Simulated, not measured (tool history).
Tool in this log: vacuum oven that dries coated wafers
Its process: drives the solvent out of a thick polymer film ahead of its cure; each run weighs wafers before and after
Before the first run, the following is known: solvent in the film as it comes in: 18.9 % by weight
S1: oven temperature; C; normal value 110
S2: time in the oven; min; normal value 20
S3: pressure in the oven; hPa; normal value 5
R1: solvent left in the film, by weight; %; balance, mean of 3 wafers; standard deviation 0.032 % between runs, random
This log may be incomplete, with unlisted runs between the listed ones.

run,hour,S1,S2,S3,R1
1,0,110,20,5,4.04
2,8.9,110,20,5,4.08
3,14.4,110,20,5,4.05
4,25,110,13,5,6.33
5,35.5,110,20,16.84,5.23
6,42.4,110,22,16.84,4.76
7,52,110,20,5,4.05
8,58.3,110,20,5,4.09
9,67.1,110,20,5,4.08
10,75.9,110,20,5,4.09
11,82.6,110,20,5,4.06
12,91.1,110,20,5,4.1
13,99.9,110,20,15.55,5.05
# hour 103.1: oven's thermocouples calibrated
14,112.4,110,20,15.55,5.02
15,120.3,110,17,5,4.89
16,125.7,110,28,5,2.59
17,136.1,110,28,5,2.55
18,141.8,110,28,5,2.59
19,147.6,104,20,5,5.38
20,159.4,104,20,5,5.41
# hour 162.1: oven's thermocouples calibrated, once more
21,167.8,104,20,5,5.65
22,177.5,108,30,7.93,3.18
23,189.1,108,30,7.93,3.15
24,201.5,117,33,17.28,2.46
25,212.9,119,16,9.23,3.91
26,219.5,110,32,12.08,3.05
27,227.8,117,29,13.55,2.41
28,235.8,104,20,2.76,5.29
29,247,104,10,11.85,9.78
30,252.2,110,25,2.63,2.95
31,262,102,25,3.11,4.64
32,273.9,109,25,3.11,3.19
33,283,108,25,8.78,4.09
34,293.8,108,25,8.78,4.01
35,299.7,105,29,18.16,5.23
36,307.6,105,29,18.16,5.15
37,316.6,103,32,5,3.55
38,328.5,122,34,2.69,0.63
39,339.4,122,11,9.24,5.18
40,344.8,122,32,6.19,1.02
41,351.1,104,29,4.17,3.65
42,356.9,105,13,18.16,8.72

Measured less the same run without the tool's hidden state. The same run-to-run variation is in both; the gauge's scatter may not be:
The tool's hidden condition here consists of: true wafer temperature over the reading, C; true pressure over the reading, kPa; drift of the gauge itself on solvent_pct, %.
run,R1
1,-0.02
2,-0.03
3,-0.03
4,-0.04
5,-0.03
6,-0.02
7,-0.02
8,-0.02
9,-0.02
10,-0.02
11,-0.01
12,-0.02
13,-0.03
14,-0.04
15,-0.04
16,+0.01
17,+0.01
18,+0.02
19,-0.02
20,-0.03
21,+0.21
22,+0.2
23,+0.2
24,+0.16
25,+0.16
26,+0.21
27,+0.16
28,+0.22
29,+0.18
30,+0.2
31,+0.24
32,+0.21
33,+0.22
34,+0.22
35,+0.25
36,+0.25
37,+0.25
38,+0.14
39,+0.14
40,+0.15
41,+0.25
42,+0.21

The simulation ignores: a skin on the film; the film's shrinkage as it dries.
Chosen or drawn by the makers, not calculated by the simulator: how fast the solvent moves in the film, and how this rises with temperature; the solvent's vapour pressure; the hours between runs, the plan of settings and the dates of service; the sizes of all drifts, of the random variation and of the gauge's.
